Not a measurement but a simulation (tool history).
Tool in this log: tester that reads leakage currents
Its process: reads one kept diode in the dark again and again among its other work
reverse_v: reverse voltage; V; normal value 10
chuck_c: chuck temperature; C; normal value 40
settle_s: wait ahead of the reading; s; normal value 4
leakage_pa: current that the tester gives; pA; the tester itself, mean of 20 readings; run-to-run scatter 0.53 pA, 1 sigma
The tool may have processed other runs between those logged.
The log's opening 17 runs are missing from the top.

run    hour  reverse_v  chuck_c  settle_s  hours of work since the probe card was cleaned  hours of work since the tester was calibrated  hours of work since the chuck was calibrated  leakage_pa
 18  1264.2         10       24         4                                            1229                                            602                                          1132       55.18
 19  1318.6         10       24         4                                            1263                                            636                                          1166       55.02
 20  1365.2        6.7       24      0.89                                            1292                                            665                                          1195       44.19
 21    1419        6.7       24      0.89                                            1326                                            699                                          1229       44.28
 22  1492.3       10.7       56      0.89                                            1372                                            745                                          1275      522.24
 23  1547.4        1.6       56      4.45                                            1407                                            780                                          1310      175.12
 24  1631.6        7.6       40         4                                            1460                                            833                                          1363      150.98
 25  1718.2        7.6       40         4                                            1514                                            887                                          1417      150.42
 26  1813.9       12.5       40      0.43                                            1574                                            947                                          1477      202.14
 27  1912.9        9.1       53      0.63                                            1636                                           1009                                          1539      395.24
 28  2022.6       11.2       29       9.9                                            1705                                           1078                                          1608       85.61
 29  2076.2        2.2       20      5.76                                            1739                                           1112                                          1642       16.97
 30  2131.9        1.3       22      1.96                                            1774                                           1147                                          1677        14.7
 31  2227.1        1.3       22      1.96                                            1833                                           1206                                          1736        14.7
 32  2309.7       11.2       57         4                                            1885                                           1258                                          1788      570.41
 33  2411.6          1       35      2.73                                            1949                                           1322                                          1852       33.19
 34  2477.2          1       35      2.73                                            1990                                           1363                                          1893       33.28
     2505.2  -- chuck's temperature calibrated
 35  2559.3          1       35      2.73                                            2041                                           1414                                            34       33.21
 36  2636.4       14.3       59      0.93                                            2089                                           1462                                            82      744.34
 37    2703        1.5       20      6.17                                            2131                                           1504                                           124        13.6
 38  2810.1       15.2       37      6.17                                            2198                                           1571                                           191      181.64

What if the next run were any one of these 3? Each begins from the tool's condition after run 38:
  A  2889.3         10       40      0.63                                            2248                                           1621                                           241           ?
  B  2889.3        1.4       37      7.16                                            2248                                           1621                                           241           ?
  C  2889.3         10       24         4                                            2248                                           1621                                           241           ?

run  leakage_pa
  A      176.86
  B       46.28
  C       55.19
Had the tool no hidden state, the same runs would have come out as:
run  leakage_pa
  A      176.83
  B       46.28
  C       55.14
